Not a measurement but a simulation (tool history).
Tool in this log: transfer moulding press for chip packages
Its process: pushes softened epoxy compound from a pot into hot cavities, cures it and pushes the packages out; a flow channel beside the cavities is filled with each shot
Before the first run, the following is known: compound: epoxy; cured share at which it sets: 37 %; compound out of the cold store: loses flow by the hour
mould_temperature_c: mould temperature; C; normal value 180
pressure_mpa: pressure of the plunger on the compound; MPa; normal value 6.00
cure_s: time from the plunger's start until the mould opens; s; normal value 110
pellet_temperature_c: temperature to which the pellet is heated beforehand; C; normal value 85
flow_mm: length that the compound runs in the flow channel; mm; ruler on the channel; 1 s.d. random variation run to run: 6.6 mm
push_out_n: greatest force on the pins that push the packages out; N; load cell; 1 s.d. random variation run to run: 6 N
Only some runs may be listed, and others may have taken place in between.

run	day	mould_temperature_c	pressure_mpa	cure_s	pellet_temperature_c	incoming compound's hours out of the cold store	flow_mm	push_out_n
1	0.000	180	6.00	110	85	45.8	673	223
# day 0.279: cavities cleaned with cleaning compound and waxed
2	0.508	180	6.00	116	85	12.8	766	226
3	0.962	173	6.00	110	85	37.2	719	330
4	1.533	173	6.00	110	85	19.5	767	346
5	2.117	187	6.00	110	85	29.6	690	209
6	2.562	187	6.00	110	85	10.2	757	207
7	3.512	180	6.00	110	86	10.5	782	230
# day 4.467: cavities cleaned with cleaning compound and waxed
8	4.554	180	6.00	110	85	9.0	771	225
9	5.512	180	6.00	120	85	46.2	677	212
10	6.158	180	6.00	120	85	35.0	710	219
11	6.842	180	6.00	120	85	19.1	749	219
12	7.517	180	6.00	120	85	44.7	690	216
13	8.504	180	6.00	120	85	17.3	760	214
# day 8.662: cavities cleaned with cleaning compound and waxed
14	9.588	180	6.00	120	85	15.6	753	213
15	10.312	180	6.00	120	85	25.6	729	213
# day 11.233: mould's thermocouples calibrated
16	11.329	180	6.00	110	82	32.2	707	218
17	12.346	174	6.37	110	85	29.3	758	303
# day 12.954: cavities cleaned with cleaning compound and waxed
18	13.408	174	6.37	110	85	15.8	797	317
19	14.062	175	6.00	142	85	46.2	692	209
20	14.883	180	6.00	129	78	24.7	730	206
21	15.504	174	6.00	142	78	14.9	768	217
22	15.925	182	4.84	142	85	20.3	665	199
23	16.775	182	4.84	142	85	13.5	672	190
# day 17.108: cavities cleaned with cleaning compound and waxed
# day 17.808: plunger's sealing rings changed
24	17.842	179	6.95	110	85	19.6	813	239
25	18.833	179	6.95	110	85	47.0	733	229
26	19.812	182	6.00	123	87	26.8	724	210
27	20.742	182	6.00	123	87	35.6	684	196
# day 21.400: cavities cleaned with cleaning compound and waxed
28	21.462	182	6.75	129	86	43.9	727	204
29	21.954	187	6.00	112	85	20.8	726	198

Predict each of these 4 candidate next runs independently; none follows another, all start after run 29:
A	22.488	184	7.03	99	85	15.1	?	?
B	22.488	180	6.81	110	85	41.1	?	?
C	22.488	182	6.00	111	90	47.1	?	?
D	22.488	180	6.00	106	84	42.8	?	?

run	flow_mm	push_out_n
A	808	210
B	727	226
C	652	217
D	687	222
Without the tool's unlogged condition, the same runs would have read:
run	flow_mm	push_out_n
A	809	209
B	727	225
C	653	217
D	687	221
